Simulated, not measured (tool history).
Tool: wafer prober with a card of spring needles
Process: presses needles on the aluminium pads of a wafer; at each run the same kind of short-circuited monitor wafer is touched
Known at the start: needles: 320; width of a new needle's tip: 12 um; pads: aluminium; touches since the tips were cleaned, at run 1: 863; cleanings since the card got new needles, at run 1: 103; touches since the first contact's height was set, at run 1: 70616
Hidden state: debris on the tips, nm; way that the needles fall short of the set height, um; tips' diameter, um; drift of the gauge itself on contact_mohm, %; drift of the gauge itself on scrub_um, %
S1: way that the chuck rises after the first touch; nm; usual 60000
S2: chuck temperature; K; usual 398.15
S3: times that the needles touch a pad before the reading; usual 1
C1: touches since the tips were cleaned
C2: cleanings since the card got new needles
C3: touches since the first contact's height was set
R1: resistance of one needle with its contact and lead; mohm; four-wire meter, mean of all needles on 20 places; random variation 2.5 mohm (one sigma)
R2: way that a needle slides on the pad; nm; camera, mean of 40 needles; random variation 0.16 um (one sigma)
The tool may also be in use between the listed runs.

run   hour     S1      S2  S3    C1   C2      C3   R1     R2
  1      0  60000  398.15   1   863  103   70616  329  14640
       3.5  -- tips cleaned on abrasive film
      12.1  -- tips cleaned on abrasive film
      20.6  -- tips cleaned on abrasive film
      29.2  -- tips cleaned on abrasive film
  2   33.8  60000  398.15   1  1048  107   78236  333  14590
      37.3  -- tips cleaned on abrasive film
      45.8  -- tips cleaned on abrasive film
  3   50.5  60000  398.15   1  1084  109   81993  324  14230
      53.9  -- tips cleaned on abrasive film
      62.5  -- tips cleaned on abrasive film
      71.1  -- tips cleaned on abrasive film
  4     77  42000  398.15   1  1350  112   87956  413   9690
      78.7  -- tips cleaned on abrasive film
      87.3  -- tips cleaned on abrasive film
      95.6  -- tips cleaned on abrasive film
  5   98.7  60000  398.15   1   694  115   92831  323  14410
     103.9  -- tips cleaned on abrasive film
     112.5  -- tips cleaned on abrasive film
  6  116.9  60000  398.15   1  1009  117   96940  331  13990
     120.4  -- tips cleaned on abrasive film
       129  -- tips cleaned on abrasive film
     137.5  -- tips cleaned on abrasive film
     144.4  -- tips cleaned on abrasive film
     152.6  -- tips cleaned on abrasive film
  7  154.7  47000  398.15   1   477  122  105428  339  10740
     159.9  -- tips cleaned on abrasive film
     168.5  -- tips cleaned on abrasive film
     177.1  -- tips cleaned on abrasive film
  8  179.8  47000  398.15   1   628  125  111095  349  10540
     184.9  -- tips cleaned on abrasive film
     191.8  -- tips cleaned on abrasive film
  9  198.1  60000  398.15   1  1430  127  115209  354  14140
     199.9  -- tips cleaned on abrasive film
     208.5  -- tips cleaned on abrasive film
     215.4  -- tips cleaned on abrasive film
       224  -- tips cleaned on abrasive film
 10  225.3  60000  398.15   1   307  131  121328  316  13700
     232.2  -- tips cleaned on abrasive film
     234.2  -- height of the first contact set anew
       241  -- tips cleaned on abrasive film
     247.9  -- tips cleaned on abrasive film
 11  253.7  60000  398.15   1  1338  134    4405  333  15730
     255.5  -- tips cleaned on abrasive film
       264  -- tips cleaned on abrasive film
     272.6  -- tips cleaned on abrasive film
     281.1  -- tips cleaned on abrasive film
 12  287.6  60000  398.15   1  1478  138   12034  347  15410
     289.4  -- tips cleaned on abrasive film
     297.9  -- tips cleaned on abrasive film
     306.4  -- tips cleaned on abrasive film
 13  307.5  60000  398.15   1   252  141   16492  301  15540
     314.4  -- tips cleaned on abrasive film
       323  -- tips cleaned on abrasive film
     331.6  -- tips cleaned on abrasive film
     338.5  -- tips cleaned on abrasive film
 14  340.2  60000  398.15   1   389  145   23857  308  15300
     346.5  -- tips cleaned on abrasive film
     355.1  -- tips cleaned on abrasive film
 15  360.6  60000  398.15   1  1242  147   28455  335  15360
     362.4  -- tips cleaned on abrasive film
     370.8  -- tips cleaned on abrasive film
 16  377.3  60000  308.15   2  1480  149   32222  301  15450
     378.9  -- tips cleaned on abrasive film
     387.5  -- tips cleaned on abrasive film
     395.8  -- tips cleaned on abrasive film
 17  399.1  71000  309.15   1   760  152   37129  286  17980
     404.3  -- tips cleaned on abrasive film
     412.9  -- tips cleaned on abrasive film
     421.3  -- tips cleaned on abrasive film
       430  -- tips cleaned on abrasive film
 18  432.2  78000  377.15   2   523  156   44584  291  20150
     437.5  -- tips cleaned on abrasive film
     446.1  -- tips cleaned on abrasive film
     454.5  -- tips cleaned on abrasive film
     462.1  -- tips cleaned on abrasive film
 19  462.1  59000  304.15   1     0  160   51298  269  14480
     470.6  -- tips cleaned on abrasive film
     477.5  -- tips cleaned on abrasive film
 20  477.5  41000  327.15   2     0  162   54771  284  10150

Forecast run 21:
     485.9  -- tips cleaned on abrasive film
     494.5  -- tips cleaned on abrasive film
     501.4  -- tips cleaned on abrasive film
 21  505.4  41000  340.15   1  929  165  61062   ?   ?

Run 21 gave R1 379 mohm, R2 9820 nm.
Without the tool's hidden state the same run would have given R1 269 mohm, R2 10730 nm.

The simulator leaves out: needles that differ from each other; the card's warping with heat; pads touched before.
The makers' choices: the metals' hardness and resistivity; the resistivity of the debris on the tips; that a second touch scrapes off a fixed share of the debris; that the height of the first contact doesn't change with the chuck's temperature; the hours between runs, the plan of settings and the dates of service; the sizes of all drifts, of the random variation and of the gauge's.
